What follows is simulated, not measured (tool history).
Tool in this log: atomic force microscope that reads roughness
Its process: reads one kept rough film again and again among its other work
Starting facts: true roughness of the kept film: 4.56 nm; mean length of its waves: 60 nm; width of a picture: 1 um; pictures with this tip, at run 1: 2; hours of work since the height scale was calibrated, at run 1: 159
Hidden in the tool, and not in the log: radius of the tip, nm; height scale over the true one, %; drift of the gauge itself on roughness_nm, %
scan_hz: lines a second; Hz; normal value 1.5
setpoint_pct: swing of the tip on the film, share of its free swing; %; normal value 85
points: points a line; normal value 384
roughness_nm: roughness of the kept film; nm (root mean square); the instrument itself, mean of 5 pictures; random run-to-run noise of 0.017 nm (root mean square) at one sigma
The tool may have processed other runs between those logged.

run   hour  scan_hz  setpoint_pct  points  pictures with this tip  hours of work since the height scale was calibrated  roughness_nm
  1      0      1.5            85     384                       2                                                  159         4.002
  2    7.7      1.3            85     384                      14                                                  165         4.047
  3   16.2     2.62            85     384                      29                                                  171         3.813
  4   28.7     2.62            85     384                      49                                                  181         3.784
  5   39.9     2.62            85     384                      68                                                  189          3.78
  6   48.5     2.62            85     384                      82                                                  196          3.78
  7   62.8     2.62            85     384                     106                                                  207         3.771
  8     70     2.62            85     384                     118                                                  212         3.786
      81.2  -- new tip fitted
  9   81.2     2.62            85     384                       0                                                  220         3.815
 10   91.8     1.77            85     480                      17                                                  228         3.963
 11  104.7      1.5            67     675                      39                                                  238         4.189
 12  114.1     1.15            67     557                      54                                                  245         4.205
 13  128.3     1.15            83     557                      78                                                  256         4.112

4 options for the next run, each taken on its own from the tool as it stands now. Forecast them:
  A  135.6      2.6            87     557                      90                                                  262             ?
  B  135.6     1.81            83     256                      90                                                  262             ?
  C  135.6     1.82            61     384                      90                                                  262             ?
  D  135.6     1.15            87     557                      90                                                  262             ?

run  roughness_nm
  A         3.751
  B         3.992
  C         4.196
  D         4.044
Without the tool's unlogged condition, the same runs would have read:
run  roughness_nm
  A          3.76
  B         4.002
  C         4.206
  D         4.054
